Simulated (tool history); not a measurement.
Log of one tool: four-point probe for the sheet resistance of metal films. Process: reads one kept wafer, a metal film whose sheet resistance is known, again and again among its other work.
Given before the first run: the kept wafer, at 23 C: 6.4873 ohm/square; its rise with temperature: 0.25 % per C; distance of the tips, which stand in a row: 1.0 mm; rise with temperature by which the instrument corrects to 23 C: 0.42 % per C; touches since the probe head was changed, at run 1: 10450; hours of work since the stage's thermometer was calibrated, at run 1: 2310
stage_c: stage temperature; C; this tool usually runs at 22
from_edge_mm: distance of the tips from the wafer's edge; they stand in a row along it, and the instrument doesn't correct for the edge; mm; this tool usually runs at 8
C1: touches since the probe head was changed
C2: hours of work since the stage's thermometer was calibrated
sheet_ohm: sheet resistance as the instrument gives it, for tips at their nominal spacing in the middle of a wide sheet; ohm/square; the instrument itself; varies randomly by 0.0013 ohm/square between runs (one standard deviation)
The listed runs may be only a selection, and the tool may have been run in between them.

Run 1, hour 0.0: usual settings; C1 10450; C2 2310. Result: sheet_ohm 6.535834 ohm/square.
Run 2, hour 17.2: usual settings but stage_c 18 C; C1 11059; C2 2324. Result: sheet_ohm 6.584478 ohm/square.
Run 3, hour 41.8: usual settings but from_edge_mm 4 mm; C1 11925; C2 2343. Result: sheet_ohm 6.695333 ohm/square.
Run 4, hour 54.9: usual settings but from_edge_mm 4 mm; C1 12389; C2 2353. Result: sheet_ohm 6.696046 ohm/square.
Run 5, hour 83.9: usual settings but from_edge_mm 4 mm; C1 13412; C2 2376. Result: sheet_ohm 6.693258 ohm/square.
Run 6, hour 102.1: usual settings but from_edge_mm 4 mm; C1 14054; C2 2390. Result: sheet_ohm 6.693819 ohm/square.
Run 7, hour 117.8: usual settings but stage_c 19 C; C1 14610; C2 2403. Result: sheet_ohm 6.569554 ohm/square.
Run 8, hour 133.3: usual settings but stage_c 19 C; C1 15157; C2 2415. Result: sheet_ohm 6.569789 ohm/square.
At hour 149.2: stage's thermometer calibrated.
Run 9, hour 159.7: usual settings but stage_c 19 C; C1 16072; C2 8. Result: sheet_ohm 6.564222 ohm/square.
Run 10, hour 176.7: usual settings but stage_c 19 C; C1 16673; C2 22. Result: sheet_ohm 6.563602 ohm/square.
Run 11, hour 205.1: usual settings; C1 17674; C2 44. Result: sheet_ohm 6.529667 ohm/square.
Run 12, hour 221.8: usual settings but stage_c 28 C; C1 18266; C2 57. Result: sheet_ohm 6.462697 ohm/square.
Run 13, hour 247.0: usual settings but stage_c 28 C; C1 19155; C2 77. Result: sheet_ohm 6.464098 ohm/square.
Run 14, hour 270.0: usual settings but stage_c 28 C; C1 19968; C2 95. Result: sheet_ohm 6.465213 ohm/square.
Run 15, hour 288.7: usual settings but stage_c 28 C; C1 20629; C2 110. Result: sheet_ohm 6.463647 ohm/square.
Run 16, hour 311.4: usual settings; C1 21430; C2 127. Result: sheet_ohm 6.528825 ohm/square.
Run 17, hour 325.2: usual settings; C1 21919; C2 138. Result: sheet_ohm 6.527800 ohm/square.
Run 18, hour 351.6: usual settings; C1 22849; C2 159. Result: sheet_ohm 6.525204 ohm/square.
Run 19, hour 365.0: usual settings but stage_c 21 C; C1 23322; C2 169. Result: sheet_ohm 6.539304 ohm/square.
Run 20, hour 385.2: usual settings but stage_c 29 C; C1 24038; C2 185. Result: sheet_ohm 6.453970 ohm/square.
Run 21, hour 398.2: usual settings; C1 24496; C2 196. Result: sheet_ohm 6.525890 ohm/square.
Run 22, hour 410.1: usual settings; C1 24916; C2 205. Result: sheet_ohm 6.526742 ohm/square.
Run 23, hour 438.8: usual settings but stage_c 19 C, from_edge_mm 5 mm; C1 25929; C2 227. Result: sheet_ohm 6.641657 ohm/square.
Run 24, hour 466.4: usual settings but stage_c 25 C, from_edge_mm 5 mm; C1 26903; C2 249. Result: sheet_ohm 6.573387 ohm/square.
Run 25, hour 494.7: usual settings but stage_c 25 C, from_edge_mm 5 mm; C1 27905; C2 271. Result: sheet_ohm 6.574800 ohm/square.
Run 26, hour 512.0: usual settings but stage_c 31 C, from_edge_mm 4 mm; C1 28517; C2 285. Result: sheet_ohm 6.587163 ohm/square.
Run 27, hour 536.8: usual settings but stage_c 31 C, from_edge_mm 4 mm; C1 29391; C2 304. Result: sheet_ohm 6.583962 ohm/square.
Run 28, hour 561.9: usual settings but stage_c 31 C, from_edge_mm 4 mm; C1 30277; C2 324. Result: sheet_ohm 6.584643 ohm/square.
Run 29, hour 583.0: usual settings but stage_c 20 C, from_edge_mm 56 mm; C1 31024; C2 341. Result: sheet_ohm 6.490375 ohm/square.
Run 30, hour 599.5: usual settings but stage_c 18 C, from_edge_mm 7 mm; C1 31605; C2 354. Result: sheet_ohm 6.583594 ohm/square.
Run 31, hour 622.5: usual settings but stage_c 18 C, from_edge_mm 3 mm; C1 32417; C2 372. Result: sheet_ohm 6.877992 ohm/square.
Run 32, hour 648.8: usual settings but stage_c 29 C, from_edge_mm 3 mm; C1 33345; C2 392. Result: sheet_ohm 6.754439 ohm/square.
Run 33, hour 664.2: usual settings but stage_c 29 C, from_edge_mm 3 mm; C1 33891; C2 405. Result: sheet_ohm 6.754664 ohm/square.
Run 34, hour 678.2: usual settings but stage_c 28 C, from_edge_mm 47 mm; C1 34386; C2 416. Result: sheet_ohm 6.405625 ohm/square.
Run 35, hour 700.9: usual settings but stage_c 24 C, from_edge_mm 50 mm; C1 35185; C2 433. Result: sheet_ohm 6.444021 ohm/square.
Run 36, hour 719.7: usual settings but stage_c 24 C, from_edge_mm 50 mm; C1 35851; C2 448. Result: sheet_ohm 6.447154 ohm/square.
Run 37, hour 741.0: usual settings but stage_c 24 C, from_edge_mm 50 mm; C1 36603; C2 465. Result: sheet_ohm 6.450593 ohm/square.
Run 38, hour 768.5: usual settings but stage_c 19 C, from_edge_mm 9 mm; C1 37576; C2 486. Result: sheet_ohm 6.542648 ohm/square.
Run 39, hour 786.7: usual settings but stage_c 19 C, from_edge_mm 9 mm; C1 38217; C2 501. Result: sheet_ohm 6.540412 ohm/square.
Run 40, hour 802.6: usual settings but stage_c 20 C, from_edge_mm 34 mm; C1 38779; C2 513. Result: sheet_ohm 6.489948 ohm/square.
Run 41, hour 830.5: usual settings but stage_c 20 C, from_edge_mm 34 mm; C1 39763; C2 535. Result: sheet_ohm 6.490247 ohm/square.
Run 42, hour 843.3: usual settings but stage_c 19 C, from_edge_mm 24 mm; C1 40217; C2 545. Result: sheet_ohm 6.503553 ohm/square.
Run 43, hour 872.0: usual settings but stage_c 19 C, from_edge_mm 24 mm; C1 41231; C2 568. Result: sheet_ohm 6.504767 ohm/square.
Run 44, hour 893.1: usual settings but from_edge_mm 13 mm; C1 41976; C2 584. Result: sheet_ohm 6.485960 ohm/square.

Forecast each of these 4 alternatives for the next run:
Run A, hour 909.3: usual settings but stage_c 33 C, from_edge_mm 9 mm; C1 42546; C2 597. Result: sheet_ohm ?.
Run B, hour 909.3: usual settings but stage_c 25 C, from_edge_mm 45 mm; C1 42546; C2 597. Result: sheet_ohm ?.
Run C, hour 909.3: usual settings but from_edge_mm 48 mm; C1 42546; C2 597. Result: sheet_ohm ?.
Run D, hour 909.3: usual settings but stage_c 23 C, from_edge_mm 6 mm; C1 42546; C2 597. Result: sheet_ohm ?.

run  sheet_ohm
  A   6.393624
  B   6.434221
  C   6.465756
  D   6.549605
What these runs would have given with no unlogged condition in the tool:
run  sheet_ohm
  A   6.426765
  B   6.467588
  C   6.499286
  D   6.583532
